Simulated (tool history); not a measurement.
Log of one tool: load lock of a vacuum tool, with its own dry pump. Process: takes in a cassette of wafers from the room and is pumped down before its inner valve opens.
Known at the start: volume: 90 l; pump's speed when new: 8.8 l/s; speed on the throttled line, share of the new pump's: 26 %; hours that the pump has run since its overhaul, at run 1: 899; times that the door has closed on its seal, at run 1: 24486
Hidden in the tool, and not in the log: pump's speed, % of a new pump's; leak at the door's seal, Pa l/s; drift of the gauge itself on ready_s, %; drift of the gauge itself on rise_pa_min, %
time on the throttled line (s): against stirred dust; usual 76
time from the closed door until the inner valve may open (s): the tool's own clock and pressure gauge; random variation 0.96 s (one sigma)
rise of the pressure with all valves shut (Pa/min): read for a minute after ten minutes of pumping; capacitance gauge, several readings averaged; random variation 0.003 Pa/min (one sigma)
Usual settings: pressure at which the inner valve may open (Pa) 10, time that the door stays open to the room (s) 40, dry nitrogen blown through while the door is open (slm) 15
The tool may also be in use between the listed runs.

run	hour	time on the throttled line (s)	pressure at which the inner valve may open (Pa)	time that the door stays open to the room (s)	dry nitrogen blown through while the door is open (slm)	hours that the pump has run since its overhaul	times that the door has closed on its seal	incoming humidity of the room's air, %	time from the closed door until the inner valve may open (s)	rise of the pressure with all valves shut (Pa/min)
1	0.0	76	10	40	15	899	24486	45.3	153.2	0.137
2	351.9	76	10	40	15	1251	25078	43.2	152.7	0.137
3	667.2	76	10	40	15	1566	25609	46.7	154.1	0.148
4	1063.4	76	10	40	15	1962	26276	46.7	154.3	0.158
5	1318.2	76	10	40	15	2217	26705	45.3	153.1	0.154
6	1618.4	76	10	40	15	2517	27211	44.7	156.0	0.156
7	1880.8	106	10	40	15	2780	27652	45.7	178.0	0.162
8	2189.7	76	10	40	16	3089	28172	42.8	155.5	0.170
9	2490.8	76	10	40	16	3390	28679	46.3	155.8	0.175
10	2795.1	76	10	40	16	3694	29192	44.9	156.7	0.177
11	3166.3	76	10	40	16	4065	29817	44.3	155.9	0.180
12	3561.9	76	10	109	15	4461	30483	47.8	157.5	0.199
13	3921.5	76	10	109	15	4820	31088	47.1	158.7	0.196
14	4192.7	76	13	40	15	5092	31544	46.5	154.6	0.200
15	4523.1	39	10	40	15	5422	32101	40.3	133.7	0.201
16	4791.7	39	10	40	15	5691	32553	45.4	132.7	0.205
17	5036.3	39	10	40	15	5935	32965	43.2	134.9	0.210
18	5391.3	39	10	40	15	6290	33562	44.1	136.2	0.212
19	5771.8	65	10	40	15	6671	34203	46.6	154.3	0.221
20	6090.7	60	10	96	44	6990	34740	48.1	152.3	0.223
21	6393.7	77	10	131	44	7293	35250	43.3	163.5	0.231
22	6633.5	130	10	40	8	7532	35654	44.0	200.2	0.237
23	6852.0	130	10	40	8	7751	36022	46.4	202.3	0.247
24	7131.9	130	10	40	8	8031	36493	44.1	201.7	0.238
25	7480.7	130	10	40	8	8380	37080	45.0	201.3	0.241
26	7742.8	40	20	40	15	8642	37521	47.5	130.7	0.255
27	7981.8	76	8	40	41	8881	37924	47.2	167.9	0.254
28	8277.2	49	10	83	15	9176	38421	44.3	147.9	0.265
29	8628.9	69	13	197	6	9528	39013	46.9	159.0	0.289
30	8907.1	46	12	46	5	9806	39481	43.1	145.2	0.269
31	9265.8	46	12	46	5	10165	40085	46.1	146.3	0.287
32	9451.8	69	9	39	24	10351	40398	44.6	165.2	0.274
33	9792.7	52	14	177	9	10692	40972	46.0	150.0	0.290
34	10043.7	78	14	177	6	10943	41395	44.3	166.6	0.298
35	10413.4	41	10	46	4	11312	42017	45.8	147.7	0.307
36	10700.7	41	10	46	4	11600	42501	43.0	148.8	0.302

Hidden state or all else? Some run-to-run changes of time from the closed door until the inner valve may open (s), split into what the settings, what came in and random variation would give without the hidden state, and what is left for the hidden state (with any gauge scatter that isn't in both results):
Run 21 -> 22: time on the throttled line (s) 77 -> 130, time that the door stays open to the room (s) 131 -> 40, dry nitrogen blown through while the door is open (slm) 44 -> 8. time from the closed door until the inner valve may open (s) +36.7: hidden state -1.8, all else +38.5.
Run 25 -> 26: time on the throttled line (s) 130 -> 40, pressure at which the inner valve may open (Pa) 10 -> 20, dry nitrogen blown through while the door is open (slm) 8 -> 15. time from the closed door until the inner valve may open (s) -70.6: hidden state +3.4, all else -74.0.
Run 26 -> 27: time on the throttled line (s) 40 -> 76, pressure at which the inner valve may open (Pa) 20 -> 8, dry nitrogen blown through while the door is open (slm) 15 -> 41. time from the closed door until the inner valve may open (s) +37.2: hidden state +0.6, all else +36.6.
Run 29 -> 30: time on the throttled line (s) 69 -> 46, pressure at which the inner valve may open (Pa) 13 -> 12, time that the door stays open to the room (s) 197 -> 46, dry nitrogen blown through while the door is open (slm) 6 -> 5. time from the closed door until the inner valve may open (s) -13.8: hidden state +2.2, all else -16.0.
Run 34 -> 35: time on the throttled line (s) 78 -> 41, pressure at which the inner valve may open (Pa) 14 -> 10, time that the door stays open to the room (s) 177 -> 46, dry nitrogen blown through while the door is open (slm) 6 -> 4. time from the closed door until the inner valve may open (s) -18.9: hidden state +4.3, all else -23.2.
